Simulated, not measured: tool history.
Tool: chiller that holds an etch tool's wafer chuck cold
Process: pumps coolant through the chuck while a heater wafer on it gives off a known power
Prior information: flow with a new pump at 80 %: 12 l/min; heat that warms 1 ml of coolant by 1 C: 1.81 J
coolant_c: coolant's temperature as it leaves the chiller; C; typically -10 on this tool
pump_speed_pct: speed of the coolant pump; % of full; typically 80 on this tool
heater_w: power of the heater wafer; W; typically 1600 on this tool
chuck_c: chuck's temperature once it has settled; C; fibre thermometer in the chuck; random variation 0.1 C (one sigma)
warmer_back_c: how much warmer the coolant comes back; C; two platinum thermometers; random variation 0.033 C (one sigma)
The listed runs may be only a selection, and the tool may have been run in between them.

run,hour,coolant_c,pump_speed_pct,heater_w,chuck_c,warmer_back_c
1,0,-10,80,1600,5.5,4.58
2,117.2,-10,80,1600,5.4,4.65
3,286.8,-10,80,1600,5.8,4.62
4,509.5,-10,80,1600,5.7,4.64
5,744.3,-10,80,1600,5.9,4.69
6,937.9,-10,80,1600,6.2,4.75
7,1051.1,-10,80,1600,6.1,4.69
8,1230.1,-10,80,1600,6.4,4.71
9,1345.4,-10,70,1600,8.4,5.46
# hour 1434.3: coolant changed, channels flushed
10,1534.2,-10,70,1600,7.3,5.46
11,1688.2,-10,70,1600,7.6,5.51
12,1879.7,-10,70,1600,7.7,5.56
# hour 1891.6: chiller's thermometer calibrated
13,2087.1,-10,70,1600,6.8,5.57
14,2287.2,-10,80,1600,5,4.85
15,2392.9,-10,80,1600,5,4.9
16,2552.6,-10,80,1600,5.3,4.83
17,2666,-3,96,1600,10,4.07
18,2773,-13,60,1600,7.2,6.61
19,2910.6,-20,60,1600,-0.1,6.68
20,3129.5,-10,88,965,-1.2,2.68
21,3351,-4,80,1600,12.1,4.96
22,3486.1,-16,78,1600,0.7,5.1
23,3720.8,-16,78,1600,0.7,5.14
24,3931.1,-4,67,1031,8.4,3.93
25,4089.8,-1,71,952,10.3,3.34
26,4209.4,-6,77,1176,7,3.89
27,4358.5,0,70,1600,19,5.88
28,4585.6,-2,66,1388,15.7,5.44
# hour 4693.9: coolant changed, channels flushed
29,4700.9,-19,62,1074,-5.7,4.5
30,4865.1,-19,62,1074,-5.4,4.5
# hour 4906.2: coolant pump overhauled
31,5060.9,-10,80,986,-1.2,2.75

Each row is a separate what-if for the run after 31, all from the same tool condition, not one after another. Results?
A,5283.2,0,80,1965,?,?
B,5283.2,-3,61,1837,?,?
C,5283.2,-10,83,1104,?,?
D,5283.2,-13,80,1493,?,?
E,5283.2,-10,80,997,?,?

run,chuck_c,warmer_back_c
A,17.6,5.48
B,17.9,6.78
C,-0.1,2.97
D,0.3,4.13
E,-0.7,2.72
Take away the tool's hidden state, keep each run's random variation, and the runs would have read:
run,chuck_c,warmer_back_c
A,16.6,5.43
B,16.8,6.72
C,-0.9,2.95
D,-0.6,4.09
E,-1.5,2.7

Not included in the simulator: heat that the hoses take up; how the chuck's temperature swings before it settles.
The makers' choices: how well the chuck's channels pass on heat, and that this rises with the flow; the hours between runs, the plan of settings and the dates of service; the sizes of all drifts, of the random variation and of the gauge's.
